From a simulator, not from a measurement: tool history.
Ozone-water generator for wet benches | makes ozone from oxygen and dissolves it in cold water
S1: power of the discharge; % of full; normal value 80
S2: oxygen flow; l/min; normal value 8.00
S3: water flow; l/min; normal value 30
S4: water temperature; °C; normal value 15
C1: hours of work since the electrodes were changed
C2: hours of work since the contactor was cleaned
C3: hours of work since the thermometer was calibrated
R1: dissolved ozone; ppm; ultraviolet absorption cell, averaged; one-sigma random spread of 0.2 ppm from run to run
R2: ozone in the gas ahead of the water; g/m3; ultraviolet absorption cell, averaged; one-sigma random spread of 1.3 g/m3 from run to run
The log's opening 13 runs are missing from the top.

| run | hour | S1 | S2 | S3 | S4 | C1 | C2 | C3 | R1 | R2 |
|---|---|---|---|---|---|---|---|---|---|---|
| 14 | 1744.8 | 96 | 8.00 | 30 | 15 | 3393 | 306 | 318 | 30.1 | 267.7 |
| 15 | 1827.8 | 96 | 8.00 | 30 | 15 | 3451 | 364 | 376 | 30.0 | 265.6 |
| 16 | 2012.3 | 96 | 8.00 | 30 | 15 | 3581 | 493 | 505 | 29.7 | 262.9 |
| 17 | 2152.0 | 96 | 8.00 | 30 | 15 | 3679 | 591 | 603 | 29.6 | 265.8 |
| 18 | 2273.0 | 80 | 8.28 | 30 | 9 | 3764 | 676 | 688 | 27.7 | 224.4 |
| 19 | 2440.3 | 80 | 8.00 | 30 | 20 | 3881 | 793 | 806 | 23.8 | 227.5 |
| 20 | 2552.7 | 80 | 8.00 | 47 | 20 | 3960 | 872 | 884 | 15.6 | 226.4 |
| 21 | 2713.1 | 80 | 8.00 | 47 | 20 | 4072 | 985 | 997 | 15.4 | 226.4 |
| 22 | 2795.1 | 80 | 8.00 | 18 | 15 | 4130 | 1042 | 1054 | 37.9 | 224.5 |
| 23 | 2953.3 | 80 | 8.00 | 18 | 15 | 4241 | 1153 | 1165 | 37.7 | 226.0 |
| 24 | 3060.2 | 80 | 5.55 | 18 | 15 | 4316 | 1228 | 1240 | 38.0 | 276.6 |
| 25 | 3153.9 | 80 | 5.73 | 30 | 9 | 4382 | 1294 | 1306 | 26.0 | 268.6 |
| 26 | 3241.5 | 80 | 5.73 | 30 | 9 | 4443 | 1355 | 1368 | 26.1 | 269.4 |
| 27 | 3335.3 | 80 | 5.73 | 30 | 9 | 4509 | 1421 | 1433 | 25.7 | 269.9 |
| 28 | 3445.8 | 74 | 4.13 | 36 | 9 | 4586 | 1499 | 1511 | 19.1 | 304.0 |
| 29 | 3549.8 | 93 | 13.89 | 39 | 10 | 4659 | 1572 | 1584 | 23.8 | 183.0 |
| 30 | 3688.2 | 60 | 8.12 | 30 | 15 | 4756 | 1669 | 1681 | 19.7 | 176.2 |
| 31 | 3811.5 | 51 | 12.45 | 48 | 15 | 4843 | 1755 | 1767 | 11.4 | 119.0 |
| 32 | 3910.2 | 51 | 12.45 | 48 | 15 | 4912 | 1824 | 1837 | 11.2 | 121.5 |
| 33 | 4086.5 | 78 | 8.00 | 36 | 15 | 5036 | 1948 | 1960 | 20.2 | 215.4 |

Branching from run 33: 4 alternative next runs. What would each branch give?
| A | 4225.0 | 78 | 5.01 | 19 | 15 | 5133 | 2045 | 2057 | ? | ? |
| B | 4225.0 | 78 | 6.72 | 36 | 15 | 5133 | 2045 | 2057 | ? | ? |
| C | 4225.0 | 78 | 8.00 | 36 | 21 | 5133 | 2045 | 2057 | ? | ? |
| D | 4225.0 | 80 | 8.00 | 30 | 10 | 5133 | 2045 | 2057 | ? | ? |

| run | R1 | R2 |
|---|---|---|
| A | 35.3 | 276.2 |
| B | 19.8 | 238.3 |
| C | 18.6 | 214.0 |
| D | 26.1 | 219.2 |
Without the tool's unlogged condition, the same runs would have read:
| run | R1 | R2 |
|---|---|---|
| A | 40.8 | 314.1 |
| B | 23.1 | 270.8 |
| C | 21.6 | 243.3 |
| D | 30.3 | 249.7 |
